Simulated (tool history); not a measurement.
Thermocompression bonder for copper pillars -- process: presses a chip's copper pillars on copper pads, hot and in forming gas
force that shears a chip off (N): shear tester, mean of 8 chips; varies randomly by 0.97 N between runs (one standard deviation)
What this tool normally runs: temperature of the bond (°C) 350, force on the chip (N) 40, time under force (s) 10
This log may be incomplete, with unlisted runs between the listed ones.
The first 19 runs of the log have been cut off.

run	day	temperature of the bond (°C)	force on the chip (N)	time under force (s)	hours of work since the heater was calibrated	hours of work since the force cell was calibrated	hours of work since the gas filter was changed	force that shears a chip off (N)
20	11.271	372	40	10	373	570	327	81.8
21	11.821	341	50	9	379	576	333	78.3
22	12.642	341	50	9	388	585	342	77.2
23	13.204	332	57	19	394	591	348	91.6
24	13.912	332	57	19	402	599	355	91.2
25	14.5	355	37	10	408	605	362	69.4
26	15.288	321	48	9	417	613	370	69.3
27	16.171	333	44	7	426	623	380	63.2
28	16.55	350	40	23	430	627	384	87.2
# day 16.721: heater calibrated with a thermocouple chip
29	17.2	335	40	10	5	633	390	66
30	17.7	373	32	10	11	638	395	68.3
31	18.162	373	32	10	16	643	400	68
32	18.567	350	35	10	20	648	404	66.2
33	18.946	362	40	11	24	652	408	77.8
# day 19.162: forming gas filter changed
34	19.35	370	40	6	28	656	2	77.4
# day 19.817: heater calibrated with a thermocouple chip, once more
35	20.158	370	40	6	4	664	10	76.9
36	20.792	370	40	6	10	671	17	77.5
37	21.679	370	40	6	20	680	26	75
38	22.329	361	28	6	27	687	33	54.1
39	23.012	370	40	7	34	694	41	77.3

Alternative continuations, all from the tool just after run 39; predict every row:
A	23.392	337	40	27	38	699	45	?
B	23.392	338	59	7	38	699	45	?
C	23.392	350	40	7	38	699	45	?
D	23.392	355	40	7	38	699	45	?

run	force that shears a chip off (N)
A	92.7
B	86.5
C	71.5
D	72.7
With the hidden condition removed and each run's random variation left untouched, the same runs would have given:
run	force that shears a chip off (N)
A	96.8
B	90.9
C	76.1
D	77.3
